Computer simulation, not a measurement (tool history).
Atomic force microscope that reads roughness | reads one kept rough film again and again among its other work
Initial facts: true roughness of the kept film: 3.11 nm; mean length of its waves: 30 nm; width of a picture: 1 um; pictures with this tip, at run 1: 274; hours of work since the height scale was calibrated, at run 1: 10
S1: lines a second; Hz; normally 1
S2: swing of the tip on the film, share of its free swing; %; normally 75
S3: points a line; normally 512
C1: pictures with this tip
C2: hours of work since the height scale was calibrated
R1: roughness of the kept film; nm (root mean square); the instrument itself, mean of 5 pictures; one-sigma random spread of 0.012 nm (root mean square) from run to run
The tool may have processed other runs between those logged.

{"run": 1, "day": 0.0, "S1": 1, "S2": 75, "S3": 512, "C1": 274, "C2": 10, "R1": 2.224}
{"day": 0.754, "done": "new tip fitted"}
{"run": 2, "day": 0.888, "S1": 1, "S2": 75, "S3": 384, "C1": 2, "C2": 20, "R1": 2.704}
{"run": 3, "day": 1.971, "S1": 1, "S2": 75, "S3": 824, "C1": 22, "C2": 32, "R1": 2.669}
{"run": 4, "day": 2.554, "S1": 1, "S2": 87, "S3": 512, "C1": 33, "C2": 39, "R1": 2.541}
{"run": 5, "day": 3.679, "S1": 1, "S2": 87, "S3": 512, "C1": 53, "C2": 52, "R1": 2.478}
{"run": 6, "day": 4.738, "S1": 0.51, "S2": 75, "S3": 512, "C1": 72, "C2": 65, "R1": 2.642}
{"day": 4.838, "done": "height scale calibrated on a step standard"}
{"run": 7, "day": 5.883, "S1": 2.1, "S2": 60, "S3": 914, "C1": 92, "C2": 12, "R1": 2.569}
{"run": 8, "day": 6.912, "S1": 0.95, "S2": 59, "S3": 914, "C1": 111, "C2": 24, "R1": 2.611}
{"run": 9, "day": 7.862, "S1": 0.95, "S2": 59, "S3": 914, "C1": 128, "C2": 35, "R1": 2.573}
{"run": 10, "day": 9.133, "S1": 0.87, "S2": 78, "S3": 801, "C1": 151, "C2": 50, "R1": 2.448}
{"day": 9.475, "done": "height scale calibrated on a step standard, once more"}
{"run": 11, "day": 10.062, "S1": 1.95, "S2": 75, "S3": 512, "C1": 168, "C2": 7, "R1": 2.287}

What if the next run were any one of these 4? Each begins from the tool's condition after run 11:
{"run": "A", "day": 11.383, "S1": 0.64, "S2": 61, "S3": 802, "C1": 192, "C2": 22, "R1": "?"}
{"run": "B", "day": 11.383, "S1": 1.6, "S2": 75, "S3": 382, "C1": 192, "C2": 22, "R1": "?"}
{"run": "C", "day": 11.383, "S1": 0.84, "S2": 55, "S3": 319, "C1": 192, "C2": 22, "R1": "?"}
{"run": "D", "day": 11.383, "S1": 2.67, "S2": 56, "S3": 993, "C1": 192, "C2": 22, "R1": "?"}

run=A R1=2.499
run=B R1=2.269
run=C R1=2.47
run=D R1=2.39
Stripped of hidden state, with their random variation kept, the same runs would have yielded:
run=A R1=2.864
run=B R1=2.6
run=C R1=2.831
run=D R1=2.74
